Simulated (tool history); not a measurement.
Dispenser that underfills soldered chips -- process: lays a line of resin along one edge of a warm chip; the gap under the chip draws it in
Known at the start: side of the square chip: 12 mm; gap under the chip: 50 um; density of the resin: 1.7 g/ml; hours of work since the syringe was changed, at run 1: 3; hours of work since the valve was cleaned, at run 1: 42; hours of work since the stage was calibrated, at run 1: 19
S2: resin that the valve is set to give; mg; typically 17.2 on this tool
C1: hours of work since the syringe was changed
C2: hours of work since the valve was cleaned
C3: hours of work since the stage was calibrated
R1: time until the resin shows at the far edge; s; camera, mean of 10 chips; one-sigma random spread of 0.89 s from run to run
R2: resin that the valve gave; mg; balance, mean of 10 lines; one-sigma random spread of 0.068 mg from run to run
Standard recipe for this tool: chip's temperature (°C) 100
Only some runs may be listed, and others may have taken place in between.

{"run": 1, "hour": 0.0, "chip's temperature (°C)": 100, "S2": 17.2, "C1": 3, "C2": 42, "C3": 19, "R1": 92.2, "R2": 16.63}
{"run": 2, "hour": 4.9, "chip's temperature (°C)": 100, "S2": 17.2, "C1": 6, "C2": 45, "C3": 22, "R1": 103.1, "R2": 16.65}
{"hour": 5.8, "done": "new syringe of resin"}
{"run": 3, "hour": 11.5, "chip's temperature (°C)": 100, "S2": 17.2, "C1": 4, "C2": 50, "C3": 27, "R1": 96.8, "R2": 16.51}
{"hour": 14.9, "done": "new syringe of resin"}
{"run": 4, "hour": 18.6, "chip's temperature (°C)": 100, "S2": 21.7, "C1": 3, "C2": 55, "C3": 32, "R1": 87.8, "R2": 20.68}
{"hour": 24.1, "done": "new syringe of resin"}
{"run": 5, "hour": 24.1, "chip's temperature (°C)": 100, "S2": 21.7, "C1": 0, "C2": 59, "C3": 36, "R1": 81.8, "R2": 20.62}
{"run": 6, "hour": 29.4, "chip's temperature (°C)": 100, "S2": 18.0, "C1": 4, "C2": 62, "C3": 40, "R1": 94.8, "R2": 17.05}
{"hour": 33.8, "done": "new syringe of resin"}
{"run": 7, "hour": 36.2, "chip's temperature (°C)": 100, "S2": 18.0, "C1": 2, "C2": 67, "C3": 44, "R1": 86.0, "R2": 17.08}
{"hour": 43.0, "done": "new syringe of resin"}
{"run": 8, "hour": 43.9, "chip's temperature (°C)": 100, "S2": 18.0, "C1": 1, "C2": 73, "C3": 50, "R1": 84.2, "R2": 16.87}
{"run": 9, "hour": 51.3, "chip's temperature (°C)": 100, "S2": 17.2, "C1": 6, "C2": 78, "C3": 55, "R1": 102.4, "R2": 16.03}
{"hour": 52.3, "done": "new syringe of resin"}
{"run": 10, "hour": 56.6, "chip's temperature (°C)": 93, "S2": 17.2, "C1": 3, "C2": 82, "C3": 59, "R1": 112.7, "R2": 16.02}
{"hour": 61.6, "done": "new syringe of resin"}
{"hour": 63.0, "done": "dispensing valve cleaned and set on the balance"}
{"run": 11, "hour": 65.5, "chip's temperature (°C)": 93, "S2": 17.2, "C1": 2, "C2": 2, "C3": 65, "R1": 104.8, "R2": 17.02}
{"hour": 71.7, "done": "new syringe of resin"}
{"run": 12, "hour": 74.0, "chip's temperature (°C)": 93, "S2": 17.2, "C1": 2, "C2": 8, "C3": 70, "R1": 106.5, "R2": 17.02}
{"run": 13, "hour": 79.4, "chip's temperature (°C)": 93, "S2": 17.2, "C1": 6, "C2": 12, "C3": 74, "R1": 118.5, "R2": 16.86}
{"hour": 81.1, "done": "new syringe of resin"}
{"run": 14, "hour": 88.0, "chip's temperature (°C)": 93, "S2": 17.2, "C1": 5, "C2": 18, "C3": 81, "R1": 118.5, "R2": 16.99}
{"hour": 90.3, "done": "new syringe of resin"}
{"run": 15, "hour": 92.4, "chip's temperature (°C)": 93, "S2": 22.1, "C1": 2, "C2": 21, "C3": 84, "R1": 101.0, "R2": 21.67}
{"hour": 99.5, "done": "new syringe of resin"}
{"run": 16, "hour": 102.2, "chip's temperature (°C)": 104, "S2": 20.0, "C1": 2, "C2": 28, "C3": 90, "R1": 76.0, "R2": 19.47}
{"run": 17, "hour": 106.9, "chip's temperature (°C)": 114, "S2": 21.2, "C1": 5, "C2": 31, "C3": 94, "R1": 63.4, "R2": 20.6}
{"hour": 109.2, "done": "new syringe of resin"}
{"run": 18, "hour": 115.1, "chip's temperature (°C)": 114, "S2": 16.2, "C1": 4, "C2": 37, "C3": 100, "R1": 66.9, "R2": 15.58}
{"hour": 118.6, "done": "new syringe of resin"}
{"run": 19, "hour": 121.9, "chip's temperature (°C)": 89, "S2": 14.7, "C1": 2, "C2": 42, "C3": 104, "R1": 128.1, "R2": 14.21}
{"hour": 127.9, "done": "new syringe of resin"}
{"run": 20, "hour": 128.8, "chip's temperature (°C)": 100, "S2": 14.7, "C1": 1, "C2": 47, "C3": 109, "R1": 89.3, "R2": 14.15}
{"hour": 137.0, "done": "new syringe of resin"}
{"run": 21, "hour": 137.4, "chip's temperature (°C)": 101, "S2": 20.8, "C1": 0, "C2": 53, "C3": 115, "R1": 77.5, "R2": 20.04}
{"run": 22, "hour": 145.2, "chip's temperature (°C)": 100, "S2": 14.8, "C1": 6, "C2": 58, "C3": 121, "R1": 105.5, "R2": 14.24}
{"hour": 146.4, "done": "new syringe of resin"}
{"run": 23, "hour": 154.1, "chip's temperature (°C)": 90, "S2": 21.3, "C1": 6, "C2": 65, "C3": 127, "R1": 126.3, "R2": 20.17}
{"hour": 155.7, "done": "new syringe of resin"}
{"run": 24, "hour": 159.1, "chip's temperature (°C)": 90, "S2": 21.3, "C1": 2, "C2": 68, "C3": 131, "R1": 114.2, "R2": 20.16}
{"run": 25, "hour": 164.4, "chip's temperature (°C)": 90, "S2": 21.3, "C1": 6, "C2": 72, "C3": 135, "R1": 130.5, "R2": 20.12}
{"hour": 165.1, "done": "new syringe of resin"}
{"run": 26, "hour": 168.9, "chip's temperature (°C)": 93, "S2": 15.7, "C1": 3, "C2": 75, "C3": 138, "R1": 115.3, "R2": 14.8}
{"hour": 174.5, "done": "new syringe of resin"}
{"run": 27, "hour": 177.2, "chip's temperature (°C)": 113, "S2": 17.2, "C1": 2, "C2": 81, "C3": 144, "R1": 64.0, "R2": 16.14}

How would selected steps in R1 from run to run divide? Give the signed amount a tool lacking its hidden state would still show from settings, what came in and random variation, and the signed amount left for the hidden state, including any gauge scatter that is not in both of the compared results.
What the log doesn't record here: resin's viscosity, % of fresh resin's; dose that the valve gives, % of what is set; true chip temperature over the reading, C; drift of the gauge itself on fill_s, %; drift of the gauge itself on given_mg, %.
Run 8 -> 9: S2 18.0 -> 17.2. R1 +18.2 s: hidden state +16.1, all else +2.1.
Run 18 -> 19: chip's temperature (°C) 114 -> 89, S2 16.2 -> 14.7, new syringe of resin. R1 +61.2 s: hidden state +1.0, all else +60.2.
Run 21 -> 22: chip's temperature (°C) 101 -> 100, S2 20.8 -> 14.8. R1 +28.0 s: hidden state +18.1, all else +9.9.
Run 26 -> 27: chip's temperature (°C) 93 -> 113, S2 15.7 -> 17.2, new syringe of resin. R1 -51.3 s: hidden state -5.3, all else -46.0.
